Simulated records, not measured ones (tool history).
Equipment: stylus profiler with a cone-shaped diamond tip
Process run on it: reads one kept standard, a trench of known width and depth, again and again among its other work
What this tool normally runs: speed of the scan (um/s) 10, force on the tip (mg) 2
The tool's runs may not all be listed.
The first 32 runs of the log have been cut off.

run	hour	speed of the scan (um/s)	force on the tip (mg)	depth of the trench (angstrom)	width of the trench's floor (µm)
33	528.8	32	0.89	5041.8	96.83
34	542.4	32	0.89	5041.8	96.87
35	565.8	33	1.01	5045.2	96.87
36	584.1	5	0.79	5038.5	96.93
37	600.3	5	1.88	5066.8	96.96
38	622.1	11	2	5071	96.94
39	645.1	4	1.13	5047.4	96.94
40	665.4	3	1.87	5068.9	97.02
41	684.4	3	1.87	5066.5	96.93
42	706.7	3	1.87	5066.7	96.95
43	722.3	3	1.87	5067	97.02
44	733.8	3	3.02	5092.9	97
45	753	30	1.06	5046.4	96.91
46	777.6	2	1.06	5045.2	96.93
47	801.5	2	1.06	5046.3	96.99

Here are 3 independent what-if runs from the current tool condition. What would each one return?
A	825.8	21	0.88	?	?
B	825.8	19	4.79	?	?
C	825.8	4	4.88	?	?

run	depth of the trench (angstrom)	width of the trench's floor (µm)
A	5042.1	96.92
B	5128	96.95
C	5128.1	97
What these runs would have given with no unlogged condition in the tool:
run	depth of the trench (angstrom)	width of the trench's floor (µm)
A	5041.8	96.93
B	5127.8	96.96
C	5127.8	97.01

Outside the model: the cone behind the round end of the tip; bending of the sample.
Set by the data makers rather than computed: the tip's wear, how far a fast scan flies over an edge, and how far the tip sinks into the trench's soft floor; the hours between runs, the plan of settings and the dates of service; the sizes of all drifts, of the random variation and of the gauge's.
